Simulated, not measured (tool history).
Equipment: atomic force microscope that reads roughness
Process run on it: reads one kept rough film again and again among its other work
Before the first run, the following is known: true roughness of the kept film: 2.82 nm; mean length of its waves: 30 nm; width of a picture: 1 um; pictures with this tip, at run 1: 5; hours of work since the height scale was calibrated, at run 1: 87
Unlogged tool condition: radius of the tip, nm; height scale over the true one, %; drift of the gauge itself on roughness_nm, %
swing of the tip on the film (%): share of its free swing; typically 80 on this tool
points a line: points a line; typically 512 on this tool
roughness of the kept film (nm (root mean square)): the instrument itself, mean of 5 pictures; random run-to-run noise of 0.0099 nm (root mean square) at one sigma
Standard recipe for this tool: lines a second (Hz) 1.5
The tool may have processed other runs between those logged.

run	hour	lines a second (Hz)	swing of the tip on the film (%)	points a line	pictures with this tip	hours of work since the height scale was calibrated	roughness of the kept film (nm (root mean square))
1	0	1.5	80	512	5	87	2.226
2	10.5	1.5	80	512	21	92	2.178
3	21.6	1.5	80	512	37	98	2.157
4	27.6	1.5	80	512	46	101	2.144
5	34	1.5	80	512	56	105	2.112
6	43.4	1.5	80	512	70	110	2.082
7	49.7	1.5	80	512	80	113	2.051
8	60.8	1.5	80	512	97	119	2.022
9	67.8	1.5	80	512	107	123	2.007
10	78.9	0.54	80	512	124	129	2.081
11	83.8	0.54	80	500	132	132	2.083
12	91.7	2.76	80	500	144	136	1.787
13	102.4	1.5	80	564	160	142	1.904
14	110.8	1.5	80	564	173	146	1.892
15	118.4	1.49	80	512	184	150	1.852
16	124.1	1.5	82	512	193	153	1.835
17	132.2	1.5	79	512	205	158	1.832
18	139.1	1.5	85	751	215	161	1.775
19	147.2	1.5	70	715	228	166	1.88
# hour 151: new tip fitted
20	153.2	1.5	70	715	3	169	2.357
21	158.3	1.09	80	752	11	172	2.304
22	164.5	1.09	80	752	20	175	2.262
23	175.1	3.48	61	435	36	181	2.203
24	186.2	3.48	61	435	53	187	2.184
25	197.1	1.5	74	379	70	192	2.133
26	204.5	1.5	82	481	81	196	2.049

Some steps in roughness of the kept film (nm (root mean square)) between neighbouring runs. How much of each would the tool show without its hidden state too (settings, what came in, random variation), and how much is left for the hidden state, with any gauge scatter that isn't in both results?
Run 11 -> 12: lines a second (Hz) 0.54 -> 2.76. roughness of the kept film (nm (root mean square)) -0.296: hidden state +0.023, all else -0.319.
Run 12 -> 13: lines a second (Hz) 2.76 -> 1.5, points a line 500 -> 564. roughness of the kept film (nm (root mean square)) +0.117: hidden state -0.055, all else +0.172.
Run 19 -> 20: new tip fitted. roughness of the kept film (nm (root mean square)) +0.477: hidden state +0.483, all else -0.006.
